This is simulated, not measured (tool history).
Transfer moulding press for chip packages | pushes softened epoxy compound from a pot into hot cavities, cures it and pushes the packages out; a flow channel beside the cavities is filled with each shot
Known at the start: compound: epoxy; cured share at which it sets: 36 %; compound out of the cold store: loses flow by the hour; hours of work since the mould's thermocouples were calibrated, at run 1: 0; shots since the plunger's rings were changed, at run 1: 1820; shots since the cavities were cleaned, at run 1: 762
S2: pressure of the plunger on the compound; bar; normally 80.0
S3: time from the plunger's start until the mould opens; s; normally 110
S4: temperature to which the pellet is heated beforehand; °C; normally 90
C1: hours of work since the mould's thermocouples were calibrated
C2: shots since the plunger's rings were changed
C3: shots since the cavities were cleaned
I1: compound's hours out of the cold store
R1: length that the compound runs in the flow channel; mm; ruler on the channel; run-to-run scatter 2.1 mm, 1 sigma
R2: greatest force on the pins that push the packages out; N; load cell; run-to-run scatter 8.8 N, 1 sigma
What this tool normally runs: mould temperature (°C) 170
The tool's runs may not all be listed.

Run 1, hour 0.0: usual settings; C1 0; C2 1820; C3 762; I1 40.3. Result: R1 727 mm, R2 402 N.
At hour 10.3: cavities cleaned with cleaning compound and waxed.
Run 2, hour 47.5: usual settings; C1 32; C2 2324; C3 408; I1 23.1. Result: R1 757 mm, R2 392 N.
Run 3, hour 74.1: usual settings; C1 51; C2 2617; C3 701; I1 22.0. Result: R1 766 mm, R2 392 N.
At hour 89.3: cavities cleaned with cleaning compound and waxed.
Run 4, hour 113.9: usual settings; C1 78; C2 3036; C3 270; I1 33.3. Result: R1 738 mm, R2 394 N.
Run 5, hour 157.9: usual settings; C1 109; C2 3519; C3 753; I1 12.2. Result: R1 783 mm, R2 392 N.
At hour 169.6: cavities cleaned with cleaning compound and waxed.
Run 6, hour 182.5: usual settings; C1 125; C2 3772; C3 141; I1 36.9. Result: R1 733 mm, R2 381 N.
Run 7, hour 229.6: usual settings; C1 158; C2 4289; C3 658; I1 31.2. Result: R1 742 mm, R2 391 N.
At hour 250.2: cavities cleaned with cleaning compound and waxed.
Run 8, hour 285.1: usual settings but mould temperature (°C) 176; C1 196; C2 4880; C3 382; I1 45.8. Result: R1 694 mm, R2 357 N.
At hour 311.5: plunger's sealing rings changed.
Run 9, hour 321.5: usual settings; C1 220; C2 109; C3 754; I1 10.8. Result: R1 785 mm, R2 393 N.
At hour 333.9: cavities cleaned with cleaning compound and waxed.
Run 10, hour 365.5: usual settings; C1 249; C2 575; C3 346; I1 44.5. Result: R1 716 mm, R2 397 N.
Run 11, hour 410.1: usual settings; C1 281; C2 1064; C3 835; I1 13.4. Result: R1 783 mm, R2 409 N.
At hour 414.4: cavities cleaned with cleaning compound and waxed.
Run 12, hour 453.2: usual settings but mould temperature (°C) 171; C1 310; C2 1520; C3 425; I1 36.9. Result: R1 727 mm, R2 383 N.
At hour 496.1: cavities cleaned with cleaning compound and waxed.
Run 13, hour 506.7: usual settings but mould temperature (°C) 171; C1 346; C2 2090; C3 115; I1 32.3. Result: R1 734 mm, R2 375 N.
At hour 525.1: mould's thermocouples calibrated.
Run 14, hour 555.0: usual settings but mould temperature (°C) 166; C1 21; C2 2598; C3 623; I1 33.9. Result: R1 754 mm, R2 475 N.
At hour 578.2: cavities cleaned with cleaning compound and waxed.
Run 15, hour 606.2: usual settings but mould temperature (°C) 171, S2 91.0 bar, S3 126 s; C1 56; C2 3144; C3 308; I1 25.4. Result: R1 800 mm, R2 374 N.
Run 16, hour 644.6: usual settings but mould temperature (°C) 175; C1 83; C2 3564; C3 728; I1 40.5. Result: R1 706 mm, R2 371 N.
At hour 658.4: cavities cleaned with cleaning compound and waxed.
Run 17, hour 693.5: usual settings but mould temperature (°C) 176, S2 92.8 bar, S3 118 s, S4 89 °C; C1 116; C2 4084; C3 385; I1 13.0. Result: R1 816 mm, R2 364 N.
At hour 738.0: cavities cleaned with cleaning compound and waxed.
Run 18, hour 748.2: usual settings but mould temperature (°C) 167, S2 72.5 bar, S3 101 s, S4 91 °C; C1 153; C2 4667; C3 112; I1 10.6. Result: R1 763 mm, R2 532 N.
Run 19, hour 774.3: usual settings but S3 107 s, S4 81 °C; C1 172; C2 4954; C3 399; I1 26.1. Result: R1 760 mm, R2 402 N.
At hour 795.0: plunger's sealing rings changed.
Run 20, hour 816.7: usual settings but mould temperature (°C) 169, S2 62.3 bar; C1 200; C2 238; C3 836; I1 47.2. Result: R1 632 mm, R2 401 N.
At hour 821.1: cavities cleaned with cleaning compound and waxed.
Run 21, hour 848.5: usual settings but mould temperature (°C) 176, S4 85 °C; C1 221; C2 570; C3 301; I1 36.3. Result: R1 714 mm, R2 374 N.
Run 22, hour 880.1: usual settings but mould temperature (°C) 171, S2 68.6 bar, S3 138 s, S4 85 °C; C1 243; C2 917; C3 648; I1 27.6. Result: R1 694 mm, R2 360 N.
At hour 903.3: cavities cleaned with cleaning compound and waxed.
Run 23, hour 903.3: usual settings but S3 105 s, S4 97 °C; C1 258; C2 1154; C3 0; I1 37.1. Result: R1 729 mm, R2 393 N.
Run 24, hour 936.9: usual settings but S3 105 s, S4 97 °C; C1 282; C2 1523; C3 369; I1 25.1. Result: R1 757 mm, R2 412 N.
Run 25, hour 980.2: usual settings but S2 63.4 bar, S3 105 s, S4 97 °C; C1 312; C2 1998; C3 844; I1 37.1. Result: R1 650 mm, R2 416 N.
At hour 985.8: cavities cleaned with cleaning compound and waxed.
Run 26, hour 1031.9: usual settings but S2 67.4 bar, S4 91 °C; C1 347; C2 2549; C3 506; I1 15.6. Result: R1 711 mm, R2 398 N.

What will run 27 give?
At hour 1047.3: mould's thermocouples calibrated.
Run 27, hour 1062.9: usual settings but S2 67.4 bar, S4 91 °C; C1 11; C2 2867; C3 824; I1 19.6. Result: R1 ?, R2 ?.

{"run 27": {"R1": 703, "R2": 381}}
With the hidden condition absent and the run-to-run variation left alone, this run would have shown R1 703 mm, R2 378 N.

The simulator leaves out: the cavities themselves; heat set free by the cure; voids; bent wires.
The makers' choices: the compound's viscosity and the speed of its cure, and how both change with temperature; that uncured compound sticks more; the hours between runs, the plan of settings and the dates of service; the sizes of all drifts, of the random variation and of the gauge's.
